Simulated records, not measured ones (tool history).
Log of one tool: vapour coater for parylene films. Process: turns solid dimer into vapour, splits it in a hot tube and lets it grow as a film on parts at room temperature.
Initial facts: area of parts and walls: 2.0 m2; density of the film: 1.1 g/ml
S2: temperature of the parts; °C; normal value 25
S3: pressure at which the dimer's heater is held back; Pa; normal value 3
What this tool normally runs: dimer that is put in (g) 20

run 1 hour=0 | dimer_that_is_put_in_(g)=20 S2=25 S3=3 | thickness_of_the_film_(µm)=5.47
run 2 hour=13.4 | dimer_that_is_put_in_(g)=20 S2=25 S3=3 | thickness_of_the_film_(µm)=5.48
run 3 hour=21.3 | dimer_that_is_put_in_(g)=20 S2=25 S3=3 | thickness_of_the_film_(µm)=5.55
run 4 hour=37.7 | dimer_that_is_put_in_(g)=20 S2=25 S3=3 | thickness_of_the_film_(µm)=5.43
run 5 hour=47.5 | dimer_that_is_put_in_(g)=20 S2=22 S3=3 | thickness_of_the_film_(µm)=5.88
run 6 hour=64.3 | dimer_that_is_put_in_(g)=9 S2=25 S3=3 | thickness_of_the_film_(µm)=2.43
run 7 hour=78.2 | dimer_that_is_put_in_(g)=9 S2=20 S3=3 | thickness_of_the_film_(µm)=2.74
run 8 hour=89.2 | dimer_that_is_put_in_(g)=9 S2=20 S3=3 | thickness_of_the_film_(µm)=2.74
run 9 hour=108 | dimer_that_is_put_in_(g)=20 S2=25 S3=3 | thickness_of_the_film_(µm)=5.24
run 10 hour=123.4 | dimer_that_is_put_in_(g)=20 S2=25 S3=3 | thickness_of_the_film_(µm)=5.1
-- hour=142.4 trap's valve overhauled
run 11 hour=144.6 | dimer_that_is_put_in_(g)=20 S2=25 S3=3 | thickness_of_the_film_(µm)=5.96
run 12 hour=162 | dimer_that_is_put_in_(g)=20 S2=25 S3=3 | thickness_of_the_film_(µm)=5.87
run 13 hour=180.1 | dimer_that_is_put_in_(g)=20 S2=25 S3=3 | thickness_of_the_film_(µm)=5.82
run 14 hour=196.7 | dimer_that_is_put_in_(g)=20 S2=25 S3=3 | thickness_of_the_film_(µm)=5.87
run 15 hour=211.5 | dimer_that_is_put_in_(g)=20 S2=25 S3=3 | thickness_of_the_film_(µm)=5.74
run 16 hour=221 | dimer_that_is_put_in_(g)=20 S2=25 S3=3 | thickness_of_the_film_(µm)=5.69
run 17 hour=232.2 | dimer_that_is_put_in_(g)=20 S2=25 S3=3 | thickness_of_the_film_(µm)=5.68
run 18 hour=242.7 | dimer_that_is_put_in_(g)=20 S2=25 S3=3 | thickness_of_the_film_(µm)=5.67
run 19 hour=252.5 | dimer_that_is_put_in_(g)=20 S2=25 S3=2.81 | thickness_of_the_film_(µm)=5.51
run 20 hour=263.7 | dimer_that_is_put_in_(g)=12 S2=25 S3=3 | thickness_of_the_film_(µm)=3.37
run 21 hour=275.3 | dimer_that_is_put_in_(g)=12 S2=25 S3=3 | thickness_of_the_film_(µm)=3.25
run 22 hour=283.5 | dimer_that_is_put_in_(g)=20 S2=25 S3=3 | thickness_of_the_film_(µm)=5.39
run 23 hour=292.9 | dimer_that_is_put_in_(g)=20 S2=25 S3=3 | thickness_of_the_film_(µm)=5.45
run 24 hour=311.8 | dimer_that_is_put_in_(g)=20 S2=25 S3=3 | thickness_of_the_film_(µm)=5.35
run 25 hour=324.2 | dimer_that_is_put_in_(g)=20 S2=25 S3=3 | thickness_of_the_film_(µm)=5.32
run 26 hour=334.1 | dimer_that_is_put_in_(g)=20 S2=25 S3=3 | thickness_of_the_film_(µm)=5.36
run 27 hour=352.4 | dimer_that_is_put_in_(g)=20 S2=25 S3=3 | thickness_of_the_film_(µm)=5.27
run 28 hour=364.1 | dimer_that_is_put_in_(g)=20 S2=25 S3=3 | thickness_of_the_film_(µm)=5.16
run 29 hour=379.5 | dimer_that_is_put_in_(g)=15 S2=31 S3=3 | thickness_of_the_film_(µm)=3.25
-- hour=390.6 trap's valve overhauled
run 30 hour=400 | dimer_that_is_put_in_(g)=8 S2=31 S3=2.17 | thickness_of_the_film_(µm)=2.06
run 31 hour=412.4 | dimer_that_is_put_in_(g)=16 S2=31 S3=2.17 | thickness_of_the_film_(µm)=3.99
run 32 hour=428.3 | dimer_that_is_put_in_(g)=16 S2=31 S3=2.17 | thickness_of_the_film_(µm)=4.08
run 33 hour=445.6 | dimer_that_is_put_in_(g)=16 S2=31 S3=2.17 | thickness_of_the_film_(µm)=3.92
run 34 hour=464 | dimer_that_is_put_in_(g)=21 S2=31 S3=2.17 | thickness_of_the_film_(µm)=5.11
run 35 hour=478.3 | dimer_that_is_put_in_(g)=21 S2=18 S3=2.17 | thickness_of_the_film_(µm)=7.42
run 36 hour=491.5 | dimer_that_is_put_in_(g)=9 S2=25 S3=3 | thickness_of_the_film_(µm)=2.52
run 37 hour=508.2 | dimer_that_is_put_in_(g)=11 S2=22 S3=3.14 | thickness_of_the_film_(µm)=3.25
run 38 hour=519.3 | dimer_that_is_put_in_(g)=11 S2=22 S3=3.14 | thickness_of_the_film_(µm)=3.23
run 39 hour=530.3 | dimer_that_is_put_in_(g)=11 S2=22 S3=3.14 | thickness_of_the_film_(µm)=3.27
run 40 hour=539.1 | dimer_that_is_put_in_(g)=19 S2=18 S3=3.14 | thickness_of_the_film_(µm)=6.24
run 41 hour=553.7 | dimer_that_is_put_in_(g)=28 S2=17 S3=4.33 | thickness_of_the_film_(µm)=9.15
run 42 hour=569.6 | dimer_that_is_put_in_(g)=28 S2=17 S3=4.33 | thickness_of_the_film_(µm)=9.19
run 43 hour=578.1 | dimer_that_is_put_in_(g)=28 S2=17 S3=4.33 | thickness_of_the_film_(µm)=9.11
run 44 hour=586.7 | dimer_that_is_put_in_(g)=28 S2=17 S3=2.43 | thickness_of_the_film_(µm)=9.46
run 45 hour=599.2 | dimer_that_is_put_in_(g)=28 S2=17 S3=2.43 | thickness_of_the_film_(µm)=9.2
run 46 hour=608.6 | dimer_that_is_put_in_(g)=28 S2=17 S3=2.43 | thickness_of_the_film_(µm)=9.08
run 47 hour=618.8 | dimer_that_is_put_in_(g)=12 S2=19 S3=7.64 | thickness_of_the_film_(µm)=3.48
-- hour=637.8 trap's valve overhauled
run 48 hour=637.8 | dimer_that_is_put_in_(g)=20 S2=32 S3=2.64 | thickness_of_the_film_(µm)=4.79

Results per run with the tool's hidden condition removed, run-to-run variation unchanged:
The hidden state here: vapour lost through the trap's worn valve, %; true temperature of the parts over the reading, C; drift of the gauge itself on film_um, %.
run=1 thickness_of_the_film_(µm)=5.92
run=2 thickness_of_the_film_(µm)=5.97
run=3 thickness_of_the_film_(µm)=6.08
run=4 thickness_of_the_film_(µm)=6.01
run=5 thickness_of_the_film_(µm)=6.53
run=6 thickness_of_the_film_(µm)=2.73
run=7 thickness_of_the_film_(µm)=3.11
run=8 thickness_of_the_film_(µm)=3.13
run=9 thickness_of_the_film_(µm)=6.05
run=10 thickness_of_the_film_(µm)=5.94
run=11 thickness_of_the_film_(µm)=6.05
run=12 thickness_of_the_film_(µm)=6.01
run=13 thickness_of_the_film_(µm)=6.02
run=14 thickness_of_the_film_(µm)=6.13
run=15 thickness_of_the_film_(µm)=6.04
run=16 thickness_of_the_film_(µm)=6.02
run=17 thickness_of_the_film_(µm)=6.05
run=18 thickness_of_the_film_(µm)=6.07
run=19 thickness_of_the_film_(µm)=5.94
run=20 thickness_of_the_film_(µm)=3.65
run=21 thickness_of_the_film_(µm)=3.55
run=22 thickness_of_the_film_(µm)=5.91
run=23 thickness_of_the_film_(µm)=6.01
run=24 thickness_of_the_film_(µm)=5.97
run=25 thickness_of_the_film_(µm)=5.99
run=26 thickness_of_the_film_(µm)=6.06
run=27 thickness_of_the_film_(µm)=6.02
run=28 thickness_of_the_film_(µm)=5.94
run=29 thickness_of_the_film_(µm)=3.78
run=30 thickness_of_the_film_(µm)=2.1
run=31 thickness_of_the_film_(µm)=4.1
run=32 thickness_of_the_film_(µm)=4.23
run=33 thickness_of_the_film_(µm)=4.11
run=34 thickness_of_the_film_(µm)=5.42
run=35 thickness_of_the_film_(µm)=7.92
run=36 thickness_of_the_film_(µm)=2.71
run=37 thickness_of_the_film_(µm)=3.54
run=38 thickness_of_the_film_(µm)=3.54
run=39 thickness_of_the_film_(µm)=3.6
run=40 thickness_of_the_film_(µm)=6.91
run=41 thickness_of_the_film_(µm)=10.22
run=42 thickness_of_the_film_(µm)=10.35
run=43 thickness_of_the_film_(µm)=10.32
run=44 thickness_of_the_film_(µm)=10.77
run=45 thickness_of_the_film_(µm)=10.56
run=46 thickness_of_the_film_(µm)=10.48
run=47 thickness_of_the_film_(µm)=4.05
run=48 thickness_of_the_film_(µm)=4.91
